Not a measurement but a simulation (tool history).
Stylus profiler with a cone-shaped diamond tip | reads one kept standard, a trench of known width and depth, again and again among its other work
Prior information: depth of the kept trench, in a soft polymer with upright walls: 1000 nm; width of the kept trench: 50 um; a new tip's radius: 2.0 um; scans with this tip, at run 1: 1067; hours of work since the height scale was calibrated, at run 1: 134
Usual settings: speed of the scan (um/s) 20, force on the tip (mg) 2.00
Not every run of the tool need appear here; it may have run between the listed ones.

run	hour	speed of the scan (um/s)	force on the tip (mg)	scans with this tip	hours of work since the height scale was calibrated	depth of the trench (nm)	width of the trench's floor (µm)
1	0.0	20	2.00	1067	134	1010.89	46.21
2	34.4	20	2.00	1198	150	1011.12	46.16
3	69.4	20	2.00	1331	167	1011.21	46.12
4	93.0	24	2.00	1421	178	1011.58	46.15
5	114.0	24	2.00	1501	188	1011.09	46.12
6	156.8	20	3.27	1665	209	1015.49	46.15
7	178.6	20	3.27	1748	219	1015.87	46.10
8	200.8	50	2.00	1832	230	1011.57	45.93
9	246.2	50	2.00	2005	251	1011.46	45.94
10	280.8	50	2.00	2137	268	1011.25	45.86
11	306.4	9	5.59	2235	280	1021.78	46.14
12	330.1	30	2.71	2326	291	1013.87	46.00
13	370.8	7	1.16	2481	311	1007.99	46.10
14	414.9	32	0.92	2649	332	1007.33	45.86
15	452.7	78	2.00	2793	350	1011.86	45.57
16	475.3	75	1.04	2880	361	1007.62	45.34
17	511.9	75	1.04	3019	378	1007.62	45.35

Some steps in depth of the trench (nm), run to run, broken into two amounts with sign: the step expected even without the hidden condition (settings, incoming material, random variation), and the rest, left for the hidden condition together with whatever gauge scatter is not in both the measured and the hidden-condition-free result:
Hidden state present: radius of the tip, um; height scale over the true one, %; drift of the gauge itself on depth_nm, %; drift of the gauge itself on floor_um, %.
Run 5 -> 6: speed of the scan (um/s) 24 -> 20, force on the tip (mg) 2.00 -> 3.27. depth of the trench (nm) +4.40: hidden state +0.05, all else +4.35.
Run 10 -> 11: speed of the scan (um/s) 50 -> 9, force on the tip (mg) 2.00 -> 5.59. depth of the trench (nm) +10.53: hidden state +0.04, all else +10.49.
